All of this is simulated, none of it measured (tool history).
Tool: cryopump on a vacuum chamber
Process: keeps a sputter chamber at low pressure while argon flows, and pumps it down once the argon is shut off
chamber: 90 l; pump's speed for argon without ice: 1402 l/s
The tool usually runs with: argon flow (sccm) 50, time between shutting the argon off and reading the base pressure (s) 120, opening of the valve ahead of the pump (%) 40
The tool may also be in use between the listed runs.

run   hour  argon flow (sccm)  time between shutting the argon off and reading the base pressure (s)  opening of the valve ahead of the pump (%)  pressure while argon flows (Pa)  pressure after the wait (uPa)
  1    0.0                 50                                                                    120                                          40                           0.1585                           2.43
  2   35.6                 50                                                                    120                                          40                           0.1590                           2.45
  3   69.9                 50                                                                    133                                          40                           0.1582                           2.44
  4  141.0                 50                                                                    133                                          40                           0.1591                           2.53
  5  199.7                 50                                                                    133                                          40                           0.1599                           2.71
  6  235.8                 50                                                                    133                                          56                           0.1179                           2.71
  7  289.2                 52                                                                    122                                          46                           0.1481                           2.86
  8  346.7                 52                                                                    122                                          46                           0.1496                           2.92
  9  383.8                 52                                                                    158                                          46                           0.1508                           2.74
 10  438.2                 55                                                                    125                                          31                           0.2288                           3.08

Branching from run 10: 5 alternative next runs. What would each branch give?
  A  508.7                 41                                                                    120                                          40                                ?                              ?
  B  508.7                 91                                                                    120                                          16                                ?                              ?
  C  508.7                 50                                                                    272                                          40                                ?                              ?
  D  508.7                 55                                                                    125                                          33                                ?                              ?
  E  508.7                 51                                                                     51                                          27                                ?                              ?

run  pressure while argon flows (Pa)  pressure after the wait (uPa)
  A                           0.1361                           3.17
  B                           0.7161                           3.12
  C                           0.1660                           2.85
  D                           0.2198                           3.19
  E                           0.2426                           3.83
With the hidden condition removed and each run's random variation left untouched, the same runs would have given:
run  pressure while argon flows (Pa)  pressure after the wait (uPa)
  A                           0.1239                           0.72
  B                           0.6889                           0.72
  C                           0.1510                           0.40
  D                           0.2032                           0.73
  E                           0.2274                           1.41

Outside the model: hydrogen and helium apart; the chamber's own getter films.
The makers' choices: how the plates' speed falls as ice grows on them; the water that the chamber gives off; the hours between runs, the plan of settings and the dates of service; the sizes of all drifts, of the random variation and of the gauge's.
